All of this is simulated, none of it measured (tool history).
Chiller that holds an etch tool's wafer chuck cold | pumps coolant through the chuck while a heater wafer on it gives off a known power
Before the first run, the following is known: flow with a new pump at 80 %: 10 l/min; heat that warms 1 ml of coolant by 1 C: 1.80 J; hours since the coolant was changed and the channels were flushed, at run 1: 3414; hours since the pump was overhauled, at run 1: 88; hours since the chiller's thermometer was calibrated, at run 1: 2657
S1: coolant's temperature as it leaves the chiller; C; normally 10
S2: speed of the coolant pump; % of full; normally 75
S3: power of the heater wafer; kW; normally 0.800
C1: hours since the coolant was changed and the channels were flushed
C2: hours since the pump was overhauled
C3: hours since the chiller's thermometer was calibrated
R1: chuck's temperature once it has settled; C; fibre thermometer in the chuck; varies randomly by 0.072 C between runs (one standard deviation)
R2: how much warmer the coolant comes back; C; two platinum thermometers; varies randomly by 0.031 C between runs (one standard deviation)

{"run": 1, "hour": 0.0, "S1": 10, "S2": 75, "S3": 0.8, "C1": 3414, "C2": 88, "C3": 2657, "R1": 16.32, "R2": 2.92}
{"run": 2, "hour": 31.6, "S1": 10, "S2": 75, "S3": 1.049, "C1": 3446, "C2": 120, "C3": 2688, "R1": 18.26, "R2": 3.82}
{"run": 3, "hour": 60.3, "S1": 10, "S2": 75, "S3": 1.049, "C1": 3474, "C2": 149, "C3": 2717, "R1": 18.38, "R2": 3.76}
{"hour": 65.4, "done": "chiller's thermometer calibrated"}
{"run": 4, "hour": 84.8, "S1": 10, "S2": 75, "S3": 0.8, "C1": 3498, "C2": 172, "C3": 19, "R1": 16.46, "R2": 2.93}
{"run": 5, "hour": 104.1, "S1": 10, "S2": 75, "S3": 0.8, "C1": 3517, "C2": 191, "C3": 39, "R1": 16.55, "R2": 2.82}
{"run": 6, "hour": 143.5, "S1": 10, "S2": 75, "S3": 0.8, "C1": 3557, "C2": 231, "C3": 78, "R1": 16.4, "R2": 2.85}
{"run": 7, "hour": 167.4, "S1": 10, "S2": 75, "S3": 0.8, "C1": 3581, "C2": 255, "C3": 102, "R1": 16.31, "R2": 2.86}
{"run": 8, "hour": 189.2, "S1": 8, "S2": 75, "S3": 0.8, "C1": 3602, "C2": 277, "C3": 124, "R1": 14.36, "R2": 2.9}
{"run": 9, "hour": 231.5, "S1": 10, "S2": 75, "S3": 0.8, "C1": 3645, "C2": 319, "C3": 166, "R1": 16.49, "R2": 2.84}
{"run": 10, "hour": 253.3, "S1": 18, "S2": 75, "S3": 0.8, "C1": 3666, "C2": 341, "C3": 188, "R1": 24.36, "R2": 2.81}
{"run": 11, "hour": 296.7, "S1": 10, "S2": 75, "S3": 0.8, "C1": 3710, "C2": 384, "C3": 231, "R1": 16.46, "R2": 2.92}
{"run": 12, "hour": 325.6, "S1": 10, "S2": 90, "S3": 0.8, "C1": 3739, "C2": 413, "C3": 260, "R1": 15.6, "R2": 2.33}
{"run": 13, "hour": 365.5, "S1": 10, "S2": 90, "S3": 0.631, "C1": 3779, "C2": 453, "C3": 300, "R1": 14.48, "R2": 1.86}
{"run": 14, "hour": 405.4, "S1": 10, "S2": 90, "S3": 0.631, "C1": 3819, "C2": 493, "C3": 340, "R1": 14.39, "R2": 1.84}
{"run": 15, "hour": 449.3, "S1": 10, "S2": 90, "S3": 0.631, "C1": 3862, "C2": 537, "C3": 384, "R1": 14.62, "R2": 1.84}
{"run": 16, "hour": 487.4, "S1": 10, "S2": 90, "S3": 0.631, "C1": 3901, "C2": 575, "C3": 422, "R1": 14.64, "R2": 1.76}
{"run": 17, "hour": 513.9, "S1": 10, "S2": 86, "S3": 0.8, "C1": 3927, "C2": 601, "C3": 449, "R1": 15.74, "R2": 2.46}
{"run": 18, "hour": 536.4, "S1": 12, "S2": 80, "S3": 0.913, "C1": 3949, "C2": 624, "C3": 471, "R1": 19.04, "R2": 3.06}
{"run": 19, "hour": 561.6, "S1": 12, "S2": 80, "S3": 0.913, "C1": 3975, "C2": 649, "C3": 496, "R1": 19.08, "R2": 3.04}
{"run": 20, "hour": 592.9, "S1": 6, "S2": 74, "S3": 0.913, "C1": 4006, "C2": 680, "C3": 528, "R1": 13.54, "R2": 3.35}
{"run": 21, "hour": 628.3, "S1": 9, "S2": 83, "S3": 1.141, "C1": 4041, "C2": 716, "C3": 563, "R1": 17.44, "R2": 3.71}
{"run": 22, "hour": 653.6, "S1": 10, "S2": 88, "S3": 1.007, "C1": 4067, "C2": 741, "C3": 588, "R1": 17.28, "R2": 3.01}
{"run": 23, "hour": 679.4, "S1": 10, "S2": 75, "S3": 0.795, "C1": 4093, "C2": 767, "C3": 614, "R1": 16.69, "R2": 2.83}
{"run": 24, "hour": 712.3, "S1": 14, "S2": 75, "S3": 0.795, "C1": 4125, "C2": 800, "C3": 647, "R1": 20.49, "R2": 2.85}
{"run": 25, "hour": 741.3, "S1": 19, "S2": 73, "S3": 0.8, "C1": 4154, "C2": 829, "C3": 676, "R1": 25.76, "R2": 2.98}
{"run": 26, "hour": 782.3, "S1": 19, "S2": 73, "S3": 0.8, "C1": 4195, "C2": 870, "C3": 717, "R1": 25.87, "R2": 2.97}
{"run": 27, "hour": 810.1, "S1": 9, "S2": 96, "S3": 0.536, "C1": 4223, "C2": 897, "C3": 745, "R1": 12.76, "R2": 1.41}
{"run": 28, "hour": 839.3, "S1": 9, "S2": 96, "S3": 0.536, "C1": 4252, "C2": 927, "C3": 774, "R1": 12.76, "R2": 1.48}
{"run": 29, "hour": 857.3, "S1": 1, "S2": 88, "S3": 0.576, "C1": 4270, "C2": 945, "C3": 792, "R1": 5.19, "R2": 1.68}
{"run": 30, "hour": 888.7, "S1": 1, "S2": 88, "S3": 0.576, "C1": 4302, "C2": 976, "C3": 823, "R1": 5.29, "R2": 1.75}
{"run": 31, "hour": 913.4, "S1": 10, "S2": 72, "S3": 0.8, "C1": 4327, "C2": 1001, "C3": 848, "R1": 16.9, "R2": 3.01}

Alternative continuations, all from the tool just after run 31; predict every row:
{"run": "A", "hour": 939.8, "S1": 14, "S2": 75, "S3": 1.193, "C1": 4353, "C2": 1027, "C3": 874, "R1": "?", "R2": "?"}
{"run": "B", "hour": 939.8, "S1": 8, "S2": 72, "S3": 0.8, "C1": 4353, "C2": 1027, "C3": 874, "R1": "?", "R2": "?"}
{"run": "C", "hour": 939.8, "S1": 10, "S2": 72, "S3": 0.606, "C1": 4353, "C2": 1027, "C3": 874, "R1": "?", "R2": "?"}
{"run": "D", "hour": 939.8, "S1": 10, "S2": 97, "S3": 0.8, "C1": 4353, "C2": 1027, "C3": 874, "R1": "?", "R2": "?"}

run=A R1=23.68 R2=4.34
run=B R1=14.85 R2=3.04
run=C R1=15.31 R2=2.29
run=D R1=15.55 R2=2.15
Without the tool's unlogged condition, the same runs would have read:
run=A R1=23.34 R2=4.34
run=B R1=14.52 R2=3.04
run=C R1=14.98 R2=2.29
run=D R1=15.22 R2=2.15

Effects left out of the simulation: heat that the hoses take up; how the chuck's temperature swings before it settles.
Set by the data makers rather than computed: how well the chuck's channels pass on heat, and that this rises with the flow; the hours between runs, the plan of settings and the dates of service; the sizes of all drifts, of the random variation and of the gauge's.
